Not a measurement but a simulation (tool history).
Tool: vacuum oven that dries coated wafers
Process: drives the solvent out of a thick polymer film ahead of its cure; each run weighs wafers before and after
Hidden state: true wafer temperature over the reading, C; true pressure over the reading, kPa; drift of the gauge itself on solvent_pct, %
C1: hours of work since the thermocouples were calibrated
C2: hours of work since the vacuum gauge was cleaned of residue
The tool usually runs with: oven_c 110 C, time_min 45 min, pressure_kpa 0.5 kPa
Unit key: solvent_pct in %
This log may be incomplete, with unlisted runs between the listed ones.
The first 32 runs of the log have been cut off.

run 33 hour=298.9 | oven_c=110 time_min=45 pressure_kpa=0.426 | C1=198 C2=600 | solvent_pct=1.02
run 34 hour=308.7 | oven_c=103 time_min=37 pressure_kpa=1.98 | C1=205 C2=607 | solvent_pct=3.6
run 35 hour=316.2 | oven_c=110 time_min=32 pressure_kpa=0.753 | C1=210 C2=612 | solvent_pct=2.16
run 36 hour=326.8 | oven_c=110 time_min=32 pressure_kpa=0.753 | C1=218 C2=620 | solvent_pct=2.15
run 37 hour=337.9 | oven_c=123 time_min=32 pressure_kpa=0.343 | C1=226 C2=628 | solvent_pct=0.52
run 38 hour=344.1 | oven_c=114 time_min=32 pressure_kpa=0.5 | C1=231 C2=633 | solvent_pct=1.4
run 39 hour=356 | oven_c=114 time_min=56 pressure_kpa=0.855 | C1=239 C2=642 | solvent_pct=0.68
run 40 hour=362.7 | oven_c=114 time_min=56 pressure_kpa=0.855 | C1=244 C2=646 | solvent_pct=0.62
run 41 hour=373.1 | oven_c=107 time_min=35 pressure_kpa=0.435 | C1=252 C2=654 | solvent_pct=2.25
run 42 hour=379.6 | oven_c=107 time_min=35 pressure_kpa=0.435 | C1=257 C2=659 | solvent_pct=2.11

Alternative continuations, all from the tool just after run 42; predict every row:
run A hour=389.4 | oven_c=96 time_min=35 pressure_kpa=0.435 | C1=264 C2=666 | solvent_pct=?
run B hour=389.4 | oven_c=110 time_min=45 pressure_kpa=1.88 | C1=264 C2=666 | solvent_pct=?
run C hour=389.4 | oven_c=110 time_min=50 pressure_kpa=0.347 | C1=264 C2=666 | solvent_pct=?
run D hour=389.4 | oven_c=117 time_min=35 pressure_kpa=0.435 | C1=264 C2=666 | solvent_pct=?
run E hour=389.4 | oven_c=114 time_min=36 pressure_kpa=0.5 | C1=264 C2=666 | solvent_pct=?

run=A solvent_pct=4.31
run=B solvent_pct=1.86
run=C solvent_pct=0.73
run=D solvent_pct=0.87
run=E solvent_pct=1.14
Without the tool's unlogged condition, the same runs would have read:
run=A solvent_pct=4.31
run=B solvent_pct=1.85
run=C solvent_pct=0.73
run=D solvent_pct=0.86
run=E solvent_pct=1.13

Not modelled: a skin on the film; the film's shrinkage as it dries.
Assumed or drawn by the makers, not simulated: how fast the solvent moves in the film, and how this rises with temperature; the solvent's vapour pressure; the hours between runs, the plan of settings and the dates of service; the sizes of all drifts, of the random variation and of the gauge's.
